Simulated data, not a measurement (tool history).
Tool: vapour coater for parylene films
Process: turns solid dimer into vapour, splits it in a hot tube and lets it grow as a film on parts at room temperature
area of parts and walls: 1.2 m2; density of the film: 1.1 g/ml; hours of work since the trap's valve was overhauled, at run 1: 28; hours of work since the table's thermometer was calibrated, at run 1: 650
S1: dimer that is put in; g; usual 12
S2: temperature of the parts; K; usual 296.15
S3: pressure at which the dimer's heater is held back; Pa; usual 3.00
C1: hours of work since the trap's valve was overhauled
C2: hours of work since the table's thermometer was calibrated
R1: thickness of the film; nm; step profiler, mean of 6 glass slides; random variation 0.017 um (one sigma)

Run 1, hour 0.0: usual settings; C1 28; C2 650. Result: R1 4850 nm.
Run 2, hour 26.5: usual settings but S3 2.28 Pa; C1 51; C2 673. Result: R1 5210 nm.
Run 3, hour 47.0: usual settings but S1 13 g, S3 2.28 Pa; C1 69; C2 690. Result: R1 5600 nm.
Run 4, hour 68.9: usual settings but S1 13 g; C1 88; C2 709. Result: R1 5220 nm.
Run 5, hour 93.0: usual settings; C1 108; C2 730. Result: R1 4850 nm.
Run 6, hour 110.6: usual settings; C1 124; C2 745. Result: R1 4830 nm.
Run 7, hour 138.7: usual settings; C1 148; C2 769. Result: R1 4860 nm.
Run 8, hour 167.2: usual settings; C1 172; C2 794. Result: R1 4840 nm.
Run 9, hour 197.2: usual settings but S2 295.15 K; C1 198; C2 820. Result: R1 4970 nm.
Run 10, hour 212.7: usual settings but S2 295.15 K; C1 212; C2 833. Result: R1 4980 nm.
Run 11, hour 235.0: usual settings; C1 231; C2 852. Result: R1 4870 nm.
Run 12, hour 254.8: usual settings but S3 10.64 Pa; C1 248; C2 869. Result: R1 3610 nm.
Run 13, hour 281.1: usual settings but S3 10.64 Pa; C1 271; C2 892. Result: R1 3630 nm.
Run 14, hour 295.7: usual settings but S3 10.64 Pa; C1 283; C2 905. Result: R1 3600 nm.
Run 15, hour 317.0: usual settings but S3 10.64 Pa; C1 302; C2 923. Result: R1 3630 nm.
Run 16, hour 339.5: usual settings but S3 10.64 Pa; C1 321; C2 942. Result: R1 3640 nm.
Run 17, hour 371.6: usual settings but S1 19 g, S3 10.64 Pa; C1 349; C2 970. Result: R1 5750 nm.
At hour 387.9: trap's valve overhauled.
Run 18, hour 398.5: usual settings but S1 19 g, S3 10.64 Pa; C1 9; C2 990. Result: R1 5760 nm.
Run 19, hour 423.2: usual settings but S1 19 g, S3 10.64 Pa; C1 30; C2 1011. Result: R1 5740 nm.
Run 20, hour 438.6: usual settings but S1 6 g, S2 299.15 K, S3 2.58 Pa; C1 44; C2 1024. Result: R1 2360 nm.
Run 21, hour 461.2: usual settings but S1 21 g, S2 293.15 K, S3 5.44 Pa; C1 63; C2 1044. Result: R1 7930 nm.
Run 22, hour 479.0: usual settings but S1 7 g, S2 306.15 K, S3 8.65 Pa; C1 79; C2 1059. Result: R1 1800 nm.
Run 23, hour 503.8: usual settings but S1 7 g, S2 290.15 K, S3 10.19 Pa; C1 100; C2 1081. Result: R1 2420 nm.
Run 24, hour 526.8: usual settings but S1 14 g, S3 2.64 Pa; C1 120; C2 1101. Result: R1 5810 nm.
Run 25, hour 541.5: usual settings but S1 11 g, S2 295.15 K; C1 132; C2 1113. Result: R1 4540 nm.
Run 26, hour 574.0: usual settings but S2 304.15 K, S3 5.91 Pa; C1 161; C2 1141. Result: R1 3520 nm.
Run 27, hour 588.9: usual settings but S2 304.15 K, S3 5.91 Pa; C1 173; C2 1154. Result: R1 3530 nm.
Run 28, hour 602.8: usual settings but S2 304.15 K, S3 5.91 Pa; C1 185; C2 1166. Result: R1 3520 nm.
Run 29, hour 625.7: usual settings but S1 10 g, S2 300.15 K, S3 6.00 Pa; C1 205; C2 1186. Result: R1 3170 nm.
Run 30, hour 658.9: usual settings but S1 13 g, S2 289.15 K, S3 4.29 Pa; C1 234; C2 1214. Result: R1 5620 nm.
Run 31, hour 692.3: usual settings but S1 13 g, S2 289.15 K, S3 4.29 Pa; C1 263; C2 1243. Result: R1 5630 nm.
Run 32, hour 714.1: usual settings but S1 6 g, S2 297.15 K, S3 6.23 Pa; C1 281; C2 1262. Result: R1 2010 nm.

5 ways to go on from here, each from the tool as it stands after run 32. What would each give?
Run A, hour 734.0: usual settings but S1 17 g, S2 297.15 K, S3 8.33 Pa; C1 299; C2 1279. Result: R1 ?.
Run B, hour 734.0: usual settings but S3 2.72 Pa; C1 299; C2 1279. Result: R1 ?.
Run C, hour 734.0: usual settings but S1 10 g; C1 299; C2 1279. Result: R1 ?.
Run D, hour 734.0: usual settings but S2 295.15 K; C1 299; C2 1279. Result: R1 ?.
Run E, hour 734.0: usual settings but S2 291.15 K, S3 2.83 Pa; C1 299; C2 1279. Result: R1 ?.

run    R1
  A  5320
  B  4990
  C  4040
  D  4970
  E  5480
Without the tool's hidden state the same runs would have given:
run    R1
  A  5320
  B  4990
  C  4050
  D  4970
  E  5480
